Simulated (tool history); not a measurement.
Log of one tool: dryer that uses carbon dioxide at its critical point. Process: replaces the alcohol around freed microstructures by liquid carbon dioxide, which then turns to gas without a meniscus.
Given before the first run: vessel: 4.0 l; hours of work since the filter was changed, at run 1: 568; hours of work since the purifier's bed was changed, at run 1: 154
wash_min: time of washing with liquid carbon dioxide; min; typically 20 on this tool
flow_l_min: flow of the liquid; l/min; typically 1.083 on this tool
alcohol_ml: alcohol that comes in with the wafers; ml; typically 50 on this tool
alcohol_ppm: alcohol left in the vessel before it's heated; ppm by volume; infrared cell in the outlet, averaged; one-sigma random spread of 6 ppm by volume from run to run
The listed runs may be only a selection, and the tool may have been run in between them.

run,hour,wash_min,flow_l_min,alcohol_ml,hours of work since the filter was changed,hours of work since the purifier's bed was changed,alcohol_ppm
1,0,20,1.083,50,568,154,470
2,12.7,20,1.083,50,574,160,477
# hour 17.1: inlet filter changed
3,25,20,1.083,50,4,165,254
4,37.4,20,1.083,50,10,171,254
5,48.9,20,1.083,42,15,176,220
6,60.5,20,1.083,42,20,182,228
7,69.9,20,1.083,33,25,186,198
8,75.2,29,1.083,50,27,188,79
9,81.1,20,1.083,50,30,191,273
10,88.8,20,1.083,50,34,195,284
11,96.8,20,1.083,50,37,199,275
12,107,20,1.07,50,42,203,291
13,115.2,20,1.07,50,46,207,288
14,122.2,16,1.07,50,49,210,575
15,127.6,16,0.75,50,52,213,1465
16,135.6,16,0.75,50,56,217,1466
17,142.1,20,1.083,50,59,220,289
18,151.5,20,1.083,50,63,224,292
19,164.7,20,1.083,50,69,230,283
20,170.2,20,1.083,83,72,233,429
21,175.9,20,1.083,50,74,236,293
22,187.7,20,1.083,50,80,241,285
23,199.7,19,1.083,50,86,247,337
24,206.5,19,1.083,50,89,250,337
25,215.9,19,1.083,50,93,254,353
26,223.4,29,1.1,115,97,258,145
27,230,29,1.1,115,100,261,142
28,239,21,1.09,24,104,265,136
29,249,13,1.083,50,109,270,1059
30,255.9,27,0.7,52,112,273,493
31,263.2,15,1.82,52,115,277,144
32,275.8,15,1.82,52,121,282,142

What does the tool deliver on the next run?
33,282.5,29,0.7,50,124,286,?

alcohol_ppm: 389 ppm by volume
On a tool with no hidden condition, and with the same random variation, this run would have come out at alcohol_ppm 289 ppm by volume.
